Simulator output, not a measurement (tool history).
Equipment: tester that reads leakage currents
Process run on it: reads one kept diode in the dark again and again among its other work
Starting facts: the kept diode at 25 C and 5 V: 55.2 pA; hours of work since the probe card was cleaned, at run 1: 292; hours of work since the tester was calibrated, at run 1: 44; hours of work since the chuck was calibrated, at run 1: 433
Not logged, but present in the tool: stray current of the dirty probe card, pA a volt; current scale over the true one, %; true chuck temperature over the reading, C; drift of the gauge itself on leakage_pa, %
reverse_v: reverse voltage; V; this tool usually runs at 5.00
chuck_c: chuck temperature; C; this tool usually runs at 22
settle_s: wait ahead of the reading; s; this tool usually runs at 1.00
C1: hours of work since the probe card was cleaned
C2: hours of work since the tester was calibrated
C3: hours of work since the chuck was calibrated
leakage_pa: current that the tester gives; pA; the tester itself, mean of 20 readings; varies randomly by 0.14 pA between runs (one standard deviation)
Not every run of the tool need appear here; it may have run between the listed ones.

run 1 day=0.000 | reverse_v=5.00 chuck_c=22 settle_s=1.00 | C1=292 C2=44 C3=433 | leakage_pa=42.24
run 2 day=4.800 | reverse_v=5.00 chuck_c=22 settle_s=1.00 | C1=379 C2=131 C3=520 | leakage_pa=42.04
run 3 day=8.717 | reverse_v=5.00 chuck_c=22 settle_s=1.00 | C1=450 C2=202 C3=591 | leakage_pa=41.97
run 4 day=13.625 | reverse_v=5.00 chuck_c=22 settle_s=1.00 | C1=538 C2=291 C3=680 | leakage_pa=42.10
run 5 day=17.938 | reverse_v=5.00 chuck_c=22 settle_s=2.48 | C1=616 C2=369 C3=758 | leakage_pa=41.64
run 6 day=22.883 | reverse_v=5.00 chuck_c=22 settle_s=2.48 | C1=706 C2=458 C3=847 | leakage_pa=41.46
run 7 day=27.462 | reverse_v=5.00 chuck_c=22 settle_s=2.48 | C1=789 C2=541 C3=930 | leakage_pa=41.46
run 8 day=32.542 | reverse_v=5.00 chuck_c=22 settle_s=2.48 | C1=881 C2=633 C3=1022 | leakage_pa=41.57
run 9 day=37.154 | reverse_v=1.16 chuck_c=22 settle_s=2.48 | C1=964 C2=716 C3=1105 | leakage_pa=26.66
run 10 day=39.604 | reverse_v=5.00 chuck_c=21 settle_s=1.00 | C1=1008 C2=761 C3=1149 | leakage_pa=38.13
run 11 day=44.908 | reverse_v=5.00 chuck_c=22 settle_s=1.00 | C1=1104 C2=856 C3=1245 | leakage_pa=41.85
run 12 day=49.412 | reverse_v=6.71 chuck_c=22 settle_s=1.00 | C1=1186 C2=938 C3=1327 | leakage_pa=46.06
run 13 day=54.154 | reverse_v=6.71 chuck_c=22 settle_s=1.00 | C1=1271 C2=1024 C3=1413 | leakage_pa=46.27
run 14 day=59.075 | reverse_v=6.71 chuck_c=22 settle_s=1.00 | C1=1360 C2=1113 C3=1502 | leakage_pa=46.37
run 15 day=61.679 | reverse_v=6.71 chuck_c=22 settle_s=4.72 | C1=1408 C2=1160 C3=1549 | leakage_pa=45.40
-- day=63.529 chuck's temperature calibrated
run 16 day=65.004 | reverse_v=6.71 chuck_c=22 settle_s=4.72 | C1=1466 C2=1218 C3=27 | leakage_pa=45.43
run 17 day=69.908 | reverse_v=5.00 chuck_c=22 settle_s=1.00 | C1=1555 C2=1307 C3=115 | leakage_pa=42.00
run 18 day=74.254 | reverse_v=5.00 chuck_c=22 settle_s=1.00 | C1=1634 C2=1386 C3=194 | leakage_pa=42.06
run 19 day=79.696 | reverse_v=5.00 chuck_c=22 settle_s=1.00 | C1=1732 C2=1484 C3=292 | leakage_pa=42.16
run 20 day=83.758 | reverse_v=5.00 chuck_c=22 settle_s=1.00 | C1=1805 C2=1558 C3=366 | leakage_pa=42.07
-- day=85.842 probe card cleaned and baked
run 21 day=87.817 | reverse_v=14.66 chuck_c=20 settle_s=3.28 | C1=36 C2=1629 C3=437 | leakage_pa=47.90
run 22 day=91.329 | reverse_v=14.66 chuck_c=20 settle_s=3.28 | C1=99 C2=1692 C3=501 | leakage_pa=47.86
run 23 day=96.442 | reverse_v=14.66 chuck_c=40 settle_s=0.38 | C1=192 C2=1785 C3=593 | leakage_pa=299.60
run 24 day=100.712 | reverse_v=1.11 chuck_c=20 settle_s=1.36 | C1=269 C2=1862 C3=670 | leakage_pa=21.57
run 25 day=105.775 | reverse_v=1.23 chuck_c=32 settle_s=1.00 | C1=361 C2=1954 C3=762 | leakage_pa=69.17
-- day=109.629 tester calibrated
run 26 day=111.188 | reverse_v=1.23 chuck_c=32 settle_s=1.00 | C1=457 C2=28 C3=858 | leakage_pa=69.06
run 27 day=114.200 | reverse_v=1.23 chuck_c=32 settle_s=1.00 | C1=511 C2=83 C3=913 | leakage_pa=68.99
run 28 day=117.304 | reverse_v=2.65 chuck_c=57 settle_s=6.70 | C1=568 C2=139 C3=969 | leakage_pa=704.04
run 29 day=120.358 | reverse_v=4.05 chuck_c=38 settle_s=3.44 | C1=623 C2=194 C3=1024 | leakage_pa=167.99
run 30 day=125.038 | reverse_v=2.63 chuck_c=41 settle_s=2.81 | C1=707 C2=279 C3=1109 | leakage_pa=190.78
run 31 day=129.658 | reverse_v=2.63 chuck_c=41 settle_s=2.81 | C1=791 C2=362 C3=1192 | leakage_pa=191.12
run 32 day=134.842 | reverse_v=2.63 chuck_c=53 settle_s=0.60 | C1=885 C2=456 C3=1286 | leakage_pa=514.63
run 33 day=138.550 | reverse_v=1.60 chuck_c=57 settle_s=0.67 | C1=952 C2=523 C3=1353 | leakage_pa=604.69
run 34 day=142.267 | reverse_v=5.00 chuck_c=22 settle_s=1.00 | C1=1019 C2=590 C3=1420 | leakage_pa=41.70
run 35 day=144.929 | reverse_v=5.00 chuck_c=22 settle_s=1.00 | C1=1067 C2=639 C3=1469 | leakage_pa=41.90
run 36 day=147.383 | reverse_v=3.31 chuck_c=44 settle_s=7.90 | C1=1112 C2=683 C3=1513 | leakage_pa=263.74
run 37 day=150.217 | reverse_v=3.31 chuck_c=44 settle_s=7.90 | C1=1163 C2=734 C3=1564 | leakage_pa=264.29
-- day=151.246 chuck's temperature calibrated
run 38 day=154.767 | reverse_v=5.00 chuck_c=24 settle_s=1.00 | C1=1244 C2=815 C3=64 | leakage_pa=50.69
run 39 day=157.567 | reverse_v=5.00 chuck_c=24 settle_s=1.00 | C1=1294 C2=866 C3=114 | leakage_pa=50.88
run 40 day=162.588 | reverse_v=5.00 chuck_c=24 settle_s=1.00 | C1=1385 C2=956 C3=205 | leakage_pa=50.88

Results for each run, recomputed without the tool's hidden state and with each run's random variation untouched:
run=1 leakage_pa=42.27
run=2 leakage_pa=42.07
run=3 leakage_pa=42.01
run=4 leakage_pa=42.14
run=5 leakage_pa=41.69
run=6 leakage_pa=41.51
run=7 leakage_pa=41.51
run=8 leakage_pa=41.63
run=9 leakage_pa=26.71
run=10 leakage_pa=38.19
run=11 leakage_pa=41.92
run=12 leakage_pa=46.13
run=13 leakage_pa=46.35
run=14 leakage_pa=46.46
run=15 leakage_pa=45.48
run=16 leakage_pa=45.37
run=17 leakage_pa=41.96
run=18 leakage_pa=42.02
run=19 leakage_pa=42.13
run=20 leakage_pa=42.05
run=21 leakage_pa=47.94
run=22 leakage_pa=47.90
run=23 leakage_pa=299.95
run=24 leakage_pa=21.60
run=25 leakage_pa=69.27
run=26 leakage_pa=69.15
run=27 leakage_pa=69.09
run=28 leakage_pa=705.01
run=29 leakage_pa=168.25
run=30 leakage_pa=191.11
run=31 leakage_pa=191.48
run=32 leakage_pa=515.63
run=33 leakage_pa=605.91
run=34 leakage_pa=41.78
run=35 leakage_pa=41.97
run=36 leakage_pa=264.37
run=37 leakage_pa=264.95
run=38 leakage_pa=50.67
run=39 leakage_pa=50.87
run=40 leakage_pa=50.87
